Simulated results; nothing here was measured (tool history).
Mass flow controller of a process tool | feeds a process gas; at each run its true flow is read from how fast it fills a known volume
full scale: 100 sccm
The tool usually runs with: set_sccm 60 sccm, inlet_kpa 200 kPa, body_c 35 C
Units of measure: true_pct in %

| run | hour | set_sccm | inlet_kpa | body_c | true_pct |
|---|---|---|---|---|---|
| 1 | 0 | 60 | 200 | 35 | 98.49 |
| 2 | 272.5 | 60 | 200 | 26 | 97.63 |
| 3 | 526.4 | 60 | 200 | 35 | 98.02 |
| 4 | 771.5 | 60 | 200 | 35 | 97.95 |
| 5 | 980.1 | 60 | 200 | 35 | 97.9 |
| 6 | 1315.1 | 60 | 200 | 35 | 97.86 |
| 7 | 1594.7 | 60 | 200 | 35 | 97.62 |
| 8 | 1750.2 | 60 | 172 | 35 | 97.6 |
| 9 | 2090.5 | 60 | 172 | 35 | 97.37 |
| 10 | 2406.2 | 60 | 172 | 33 | 97.1 |
| 11 | 2653.1 | 60 | 172 | 33 | 96.95 |
| 12 | 3001 | 51 | 216 | 38 | 96.63 |
| 13 | 3199.2 | 33 | 195 | 22 | 94.51 |
| 14 | 3541.6 | 77 | 203 | 30 | 96.79 |
| 15 | 3727.4 | 90 | 200 | 32 | 97.22 |
| 16 | 4051.2 | 86 | 170 | 31 | 97.02 |
| 17 | 4338.1 | 10 | 147 | 21 | 88.87 |
| 18 | 4688.9 | 10 | 147 | 21 | 88.6 |
| 19 | 4853.9 | 10 | 265 | 33 | 88.86 |

Consider 3 possible next runs. They are alternatives, not a sequence: every one starts from the tool as it was left by run 19. What does each give?
| A | 5060.3 | 41 | 200 | 31 | ? |
| B | 5060.3 | 17 | 226 | 33 | ? |
| C | 5060.3 | 20 | 149 | 38 | ? |

| run | true_pct |
|---|---|
| A | 94.5 |
| B | 91.79 |
| C | 93 |
Take away the tool's hidden state, keep each run's random variation, and the runs would have read:
| run | true_pct |
|---|---|
| A | 99.09 |
| B | 98.76 |
| C | 99.36 |
